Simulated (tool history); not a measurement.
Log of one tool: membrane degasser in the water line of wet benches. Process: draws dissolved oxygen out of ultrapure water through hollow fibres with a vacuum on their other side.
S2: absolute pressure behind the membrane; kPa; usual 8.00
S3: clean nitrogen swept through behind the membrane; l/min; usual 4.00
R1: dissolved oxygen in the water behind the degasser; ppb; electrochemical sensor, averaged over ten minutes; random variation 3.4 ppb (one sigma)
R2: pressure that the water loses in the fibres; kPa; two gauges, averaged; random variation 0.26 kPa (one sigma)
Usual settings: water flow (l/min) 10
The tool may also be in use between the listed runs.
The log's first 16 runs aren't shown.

Run 17, hour 2741.4: usual settings but water flow (l/min) 16, S2 10.52 kPa. Result: R1 1067.2 ppb, R2 113.30 kPa.
Run 18, hour 2843.8: usual settings but water flow (l/min) 8, S3 6.39 l/min. Result: R1 187.9 ppb, R2 56.74 kPa.
At hour 3058.4: vacuum gauge calibrated, once more.
Run 19, hour 3088.4: usual settings but water flow (l/min) 11, S3 5.29 l/min. Result: R1 468.5 ppb, R2 77.60 kPa.
Run 20, hour 3208.0: usual settings but water flow (l/min) 11, S2 7.49 kPa, S3 1.90 l/min. Result: R1 497.1 ppb, R2 78.60 kPa.
Run 21, hour 3455.2: usual settings but water flow (l/min) 6, S2 7.78 kPa, S3 3.09 l/min. Result: R1 78.7 ppb, R2 42.73 kPa.
Run 22, hour 3629.1: usual settings but water flow (l/min) 6, S2 7.78 kPa, S3 3.09 l/min. Result: R1 79.6 ppb, R2 42.74 kPa.
Run 23, hour 3791.1: usual settings but water flow (l/min) 6, S2 18.41 kPa, S3 3.09 l/min. Result: R1 130.5 ppb, R2 42.98 kPa.
Run 24, hour 4037.1: usual settings but S2 14.80 kPa. Result: R1 417.6 ppb, R2 71.19 kPa.
Run 25, hour 4163.8: usual settings but water flow (l/min) 8, S2 9.86 kPa, S3 5.95 l/min. Result: R1 199.0 ppb, R2 57.19 kPa.
Run 26, hour 4375.1: usual settings but water flow (l/min) 8, S2 5.93 kPa, S3 9.24 l/min. Result: R1 182.7 ppb, R2 57.46 kPa.
Run 27, hour 4479.6: usual settings but water flow (l/min) 8, S2 8.20 kPa, S3 2.20 l/min. Result: R1 225.9 ppb, R2 57.07 kPa.
Run 28, hour 4695.2: usual settings but water flow (l/min) 8, S2 8.20 kPa, S3 2.20 l/min. Result: R1 223.5 ppb, R2 57.33 kPa.

Forecast run 29:
Run 29, hour 4891.7: usual settings but water flow (l/min) 8, S2 8.20 kPa, S3 2.20 l/min. Result: R1 ?, R2 ?.

{"run 29": {"R1": 224.9, "R2": 57.4}}
Without the tool's hidden state the same run would have given R1 194.5 ppb, R2 54.91 kPa.

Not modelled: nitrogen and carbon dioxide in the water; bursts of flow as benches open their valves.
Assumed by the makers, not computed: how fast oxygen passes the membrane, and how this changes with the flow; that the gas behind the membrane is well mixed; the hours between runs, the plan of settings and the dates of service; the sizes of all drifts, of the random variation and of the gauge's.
